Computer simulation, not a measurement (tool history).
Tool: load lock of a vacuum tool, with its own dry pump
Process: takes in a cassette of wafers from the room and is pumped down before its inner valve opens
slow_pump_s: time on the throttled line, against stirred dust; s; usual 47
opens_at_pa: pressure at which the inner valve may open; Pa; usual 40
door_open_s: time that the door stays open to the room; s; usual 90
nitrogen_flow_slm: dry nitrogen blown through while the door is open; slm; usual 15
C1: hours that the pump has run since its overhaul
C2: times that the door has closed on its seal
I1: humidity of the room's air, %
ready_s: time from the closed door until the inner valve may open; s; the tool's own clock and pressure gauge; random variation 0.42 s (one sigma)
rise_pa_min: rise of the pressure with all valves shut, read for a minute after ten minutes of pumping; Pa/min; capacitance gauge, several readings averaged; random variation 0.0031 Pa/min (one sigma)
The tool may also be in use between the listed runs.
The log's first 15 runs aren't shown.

Run 16, hour 2314.4: usual settings; C1 9573; C2 24879; I1 46.4. Result: ready_s 59.9 s, rise_pa_min 0.168 Pa/min.
Run 17, hour 2429.3: usual settings; C1 9688; C2 25177; I1 46.6. Result: ready_s 59.7 s, rise_pa_min 0.178 Pa/min.
Run 18, hour 2602.9: usual settings but nitrogen_flow_slm 5 slm; C1 9861; C2 25629; I1 41.7. Result: ready_s 60.0 s, rise_pa_min 0.198 Pa/min.
Run 19, hour 2803.0: usual settings but opens_at_pa 47 Pa, nitrogen_flow_slm 27 slm; C1 10061; C2 26149; I1 42.9. Result: ready_s 59.8 s, rise_pa_min 0.168 Pa/min.
Run 20, hour 2905.3: usual settings but slow_pump_s 77 s, nitrogen_flow_slm 24 slm; C1 10164; C2 26415; I1 43.9. Result: ready_s 86.7 s, rise_pa_min 0.173 Pa/min.
Run 21, hour 3123.5: usual settings but slow_pump_s 55 s, opens_at_pa 79 Pa, door_open_s 42 s, nitrogen_flow_slm 40 slm; C1 10382; C2 26981; I1 47.3. Result: ready_s 65.4 s, rise_pa_min 0.160 Pa/min.
Run 22, hour 3366.7: usual settings but slow_pump_s 27 s, opens_at_pa 55 Pa, door_open_s 92 s, nitrogen_flow_slm 13 slm; C1 10625; C2 27614; I1 46.3. Result: ready_s 40.6 s, rise_pa_min 0.210 Pa/min.
Run 23, hour 3583.0: usual settings but opens_at_pa 52 Pa; C1 10841; C2 28176; I1 48.6. Result: ready_s 58.5 s, rise_pa_min 0.205 Pa/min.
Run 24, hour 3777.8: usual settings but opens_at_pa 52 Pa, door_open_s 91 s; C1 11036; C2 28682; I1 45.4. Result: ready_s 59.1 s, rise_pa_min 0.211 Pa/min.
Run 25, hour 3921.9: usual settings but slow_pump_s 36 s, opens_at_pa 52 Pa, door_open_s 40 s; C1 11180; C2 29056; I1 45.0. Result: ready_s 49.6 s, rise_pa_min 0.189 Pa/min.
Run 26, hour 4089.4: usual settings but slow_pump_s 36 s, opens_at_pa 52 Pa, door_open_s 40 s; C1 11348; C2 29492; I1 39.8. Result: ready_s 48.8 s, rise_pa_min 0.190 Pa/min.
Run 27, hour 4303.0: usual settings but slow_pump_s 36 s, opens_at_pa 52 Pa, door_open_s 40 s; C1 11561; C2 30047; I1 47.8. Result: ready_s 49.1 s, rise_pa_min 0.199 Pa/min.
Run 28, hour 4442.5: usual settings but door_open_s 49 s; C1 11701; C2 30410; I1 44.3. Result: ready_s 59.4 s, rise_pa_min 0.203 Pa/min.
Run 29, hour 4625.3: usual settings but nitrogen_flow_slm 36 slm; C1 11884; C2 30885; I1 43.1. Result: ready_s 59.1 s, rise_pa_min 0.197 Pa/min.
Run 30, hour 4839.6: usual settings but slow_pump_s 38 s, door_open_s 39 s, nitrogen_flow_slm 10 slm; C1 12098; C2 31442; I1 50.0. Result: ready_s 51.5 s, rise_pa_min 0.235 Pa/min.
Run 31, hour 4973.7: usual settings but slow_pump_s 38 s, door_open_s 39 s, nitrogen_flow_slm 10 slm; C1 12232; C2 31790; I1 45.4. Result: ready_s 52.0 s, rise_pa_min 0.228 Pa/min.
Run 32, hour 5074.1: usual settings but slow_pump_s 58 s, opens_at_pa 38 Pa; C1 12332; C2 32051; I1 45.7. Result: ready_s 70.3 s, rise_pa_min 0.229 Pa/min.
Run 33, hour 5308.2: usual settings but slow_pump_s 34 s, opens_at_pa 52 Pa, door_open_s 185 s; C1 12567; C2 32659; I1 42.4. Result: ready_s 47.9 s, rise_pa_min 0.242 Pa/min.
Run 34, hour 5409.5: usual settings but slow_pump_s 34 s, opens_at_pa 52 Pa, door_open_s 185 s; C1 12668; C2 32923; I1 48.0. Result: ready_s 47.8 s, rise_pa_min 0.262 Pa/min.
Run 35, hour 5531.4: usual settings but opens_at_pa 54 Pa, nitrogen_flow_slm 44 slm; C1 12790; C2 33239; I1 47.2. Result: ready_s 59.3 s, rise_pa_min 0.221 Pa/min.
Run 36, hour 5689.7: usual settings but opens_at_pa 54 Pa, nitrogen_flow_slm 44 slm; C1 12948; C2 33651; I1 45.0. Result: ready_s 59.2 s, rise_pa_min 0.212 Pa/min.

Forecast each of these 5 alternatives for the next run:
Run A, hour 5873.0: usual settings but nitrogen_flow_slm 18 slm; C1 13131; C2 34127; I1 43.9. Result: ready_s ?, rise_pa_min ?.
Run B, hour 5873.0: usual settings but slow_pump_s 29 s, opens_at_pa 31 Pa, door_open_s 208 s; C1 13131; C2 34127; I1 43.6. Result: ready_s ?, rise_pa_min ?.
Run C, hour 5873.0: usual settings but slow_pump_s 39 s, opens_at_pa 54 Pa, door_open_s 26 s; C1 13131; C2 34127; I1 46.7. Result: ready_s ?, rise_pa_min ?.
Run D, hour 5873.0: usual settings but slow_pump_s 83 s, opens_at_pa 44 Pa, nitrogen_flow_slm 19 slm; C1 13131; C2 34127; I1 44.4. Result: ready_s ?, rise_pa_min ?.
Run E, hour 5873.0: usual settings but slow_pump_s 89 s, opens_at_pa 44 Pa, nitrogen_flow_slm 44 slm; C1 13131; C2 34127; I1 41.2. Result: ready_s ?, rise_pa_min ?.

run  ready_s  rise_pa_min
  A     59.8        0.240
  B     44.4        0.261
  C     51.7        0.228
  D     90.8        0.246
  E     97.2        0.219
Without the tool's hidden state the same runs would have given:
run  ready_s  rise_pa_min
  A     57.7        0.055
  B     42.0        0.078
  C     49.6        0.043
  D     89.4        0.054
  E     95.9        0.033

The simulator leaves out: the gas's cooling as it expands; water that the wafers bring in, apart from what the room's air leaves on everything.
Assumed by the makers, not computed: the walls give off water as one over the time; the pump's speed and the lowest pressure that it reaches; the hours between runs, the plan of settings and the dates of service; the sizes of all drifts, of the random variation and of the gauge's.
